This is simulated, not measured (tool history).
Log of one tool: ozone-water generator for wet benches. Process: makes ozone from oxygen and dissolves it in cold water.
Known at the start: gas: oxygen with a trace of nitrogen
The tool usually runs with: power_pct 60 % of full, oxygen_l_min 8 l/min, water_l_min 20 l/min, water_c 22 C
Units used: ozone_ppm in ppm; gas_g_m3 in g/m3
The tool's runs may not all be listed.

run   hour  power_pct  oxygen_l_min  water_l_min  water_c  ozone_ppm  gas_g_m3
  1    0.0         60             8           20       22       24.0     217.6
  2   29.0         60             8           20       22       24.1     216.3
  3   56.2         60             8           20       22       23.8     218.1
  4   78.4         60             8           20       22       24.2     219.1
  5  108.7         60             8           20       22       23.9     215.3
  6  129.9         60             8           20       22       24.1     214.6

Estimate the outcome of run 7 from the log above:
  7  159.2         60             8           28       22          ?         ?

ozone_ppm: 18.4 ppm
gas_g_m3: 215.4 g/m3
Take away the tool's hidden state, keep the run-to-run variation as it was, and the same run would have given ozone_ppm 18.7 ppm, gas_g_m3 217.6 g/m3.
